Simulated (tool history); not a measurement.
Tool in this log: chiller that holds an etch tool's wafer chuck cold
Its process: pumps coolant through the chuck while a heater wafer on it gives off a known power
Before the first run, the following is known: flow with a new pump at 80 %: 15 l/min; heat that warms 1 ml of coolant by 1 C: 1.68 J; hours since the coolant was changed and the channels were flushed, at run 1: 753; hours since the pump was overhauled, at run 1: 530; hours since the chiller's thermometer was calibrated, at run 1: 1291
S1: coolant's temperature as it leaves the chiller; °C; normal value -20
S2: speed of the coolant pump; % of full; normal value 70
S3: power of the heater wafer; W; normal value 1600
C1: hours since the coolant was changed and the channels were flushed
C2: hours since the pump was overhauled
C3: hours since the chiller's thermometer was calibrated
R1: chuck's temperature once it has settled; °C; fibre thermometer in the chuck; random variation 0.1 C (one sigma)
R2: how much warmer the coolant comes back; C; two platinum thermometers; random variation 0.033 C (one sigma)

Run 1, day 0.000: usual settings; C1 753; C2 530; C3 1291. Result: R1 -1.9 °C, R2 4.39 C.
Run 2, day 1.083: usual settings; C1 779; C2 556; C3 1317. Result: R1 -2.0 °C, R2 4.47 C.
Run 3, day 2.717: usual settings; C1 818; C2 595; C3 1356. Result: R1 -2.0 °C, R2 4.42 C.
Run 4, day 3.875: usual settings; C1 846; C2 623; C3 1384. Result: R1 -1.7 °C, R2 4.36 C.
Run 5, day 5.692: usual settings; C1 890; C2 667; C3 1427. Result: R1 -1.6 °C, R2 4.39 C.
Run 6, day 6.638: usual settings; C1 912; C2 689; C3 1450. Result: R1 -1.8 °C, R2 4.27 C.
Run 7, day 7.896: usual settings but S1 -24 °C; C1 942; C2 719; C3 1480. Result: R1 -5.6 °C, R2 4.38 C.
Run 8, day 9.583: usual settings but S1 -24 °C; C1 983; C2 760; C3 1521. Result: R1 -5.8 °C, R2 4.31 C.
Run 9, day 10.383: usual settings but S1 -24 °C; C1 1002; C2 779; C3 1540. Result: R1 -5.8 °C, R2 4.35 C.
Run 10, day 12.179: usual settings but S1 -12 °C; C1 1045; C2 822; C3 1583. Result: R1 6.3 °C, R2 4.27 C.
Run 11, day 13.617: usual settings but S3 1089 W; C1 1080; C2 857; C3 1617. Result: R1 -7.8 °C, R2 2.92 C.
Run 12, day 14.550: usual settings but S3 1089 W; C1 1102; C2 879; C3 1640. Result: R1 -7.6 °C, R2 2.87 C.
Run 13, day 15.542: usual settings but S3 1406 W; C1 1126; C2 903; C3 1664. Result: R1 -4.1 °C, R2 3.75 C.
Run 14, day 17.233: usual settings but S2 73 % of full, S3 1406 W; C1 1167; C2 944; C3 1704. Result: R1 -4.2 °C, R2 3.53 C.
Run 15, day 18.800: usual settings but S2 65 % of full, S3 2052 W; C1 1204; C2 981; C3 1742. Result: R1 4.1 °C, R2 6.08 C.
Run 16, day 20.175: usual settings but S1 -21 °C, S2 66 % of full, S3 1035 W; C1 1237; C2 1014; C3 1775. Result: R1 -8.9 °C, R2 2.89 C.
Run 17, day 21.362: usual settings but S1 -26 °C, S2 93 % of full, S3 2052 W; C1 1266; C2 1043; C3 1803. Result: R1 -6.0 °C, R2 3.93 C.
Run 18, day 22.796: usual settings but S1 -14 °C, S2 83 % of full, S3 2052 W; C1 1300; C2 1077; C3 1838. Result: R1 7.2 °C, R2 4.46 C.
Run 19, day 23.996: usual settings but S1 -12 °C, S2 85 % of full, S3 1677 W; C1 1329; C2 1106; C3 1866. Result: R1 4.9 °C, R2 3.60 C.
Run 20, day 25.404: usual settings but S1 -30 °C, S3 2285 W; C1 1363; C2 1140; C3 1900. Result: R1 -4.1 °C, R2 6.09 C.
Run 21, day 26.933: usual settings but S1 -14 °C, S2 68 % of full, S3 2311 W; C1 1399; C2 1176; C3 1937. Result: R1 12.6 °C, R2 6.34 C.
Run 22, day 27.875: usual settings but S1 -14 °C, S2 84 % of full, S3 2313 W; C1 1422; C2 1199; C3 1960. Result: R1 9.9 °C, R2 5.00 C.
Run 23, day 29.300: usual settings but S1 -14 °C, S2 79 % of full, S3 2279 W; C1 1456; C2 1233; C3 1994. Result: R1 10.2 °C, R2 5.27 C.
Run 24, day 30.354: usual settings but S1 -11 °C, S2 61 % of full; C1 1482; C2 1258; C3 2019. Result: R1 8.6 °C, R2 4.90 C.
Run 25, day 31.767: usual settings but S1 -11 °C, S2 61 % of full; C1 1515; C2 1292; C3 2053. Result: R1 8.5 °C, R2 4.90 C.

Forecast each of these 5 alternatives for the next run:
Run A, day 32.571: usual settings but S1 -13 °C; C1 1535; C2 1312; C3 2072. Result: R1 ?, R2 ?.
Run B, day 32.571: usual settings but S1 -11 °C, S2 64 % of full; C1 1535; C2 1312; C3 2072. Result: R1 ?, R2 ?.
Run C, day 32.571: usual settings but S2 79 % of full, S3 1292 W; C1 1535; C2 1312; C3 2072. Result: R1 ?, R2 ?.
Run D, day 32.571: usual settings but S1 -28 °C, S3 1087 W; C1 1535; C2 1312; C3 2072. Result: R1 ?, R2 ?.
Run E, day 32.571: usual settings but S1 -11 °C, S2 72 % of full; C1 1535; C2 1312; C3 2072. Result: R1 ?, R2 ?.

run     R1    R2
  A    5.1  4.12
  B    7.9  4.61
  C   -6.4  2.83
  D  -15.7  2.70
  E    6.9  3.93
Without the tool's unlogged condition, the same runs would have read:
run     R1    R2
  A    5.1  4.41
  B    7.9  4.89
  C   -6.4  3.11
  D  -15.7  2.99
  E    6.9  4.21

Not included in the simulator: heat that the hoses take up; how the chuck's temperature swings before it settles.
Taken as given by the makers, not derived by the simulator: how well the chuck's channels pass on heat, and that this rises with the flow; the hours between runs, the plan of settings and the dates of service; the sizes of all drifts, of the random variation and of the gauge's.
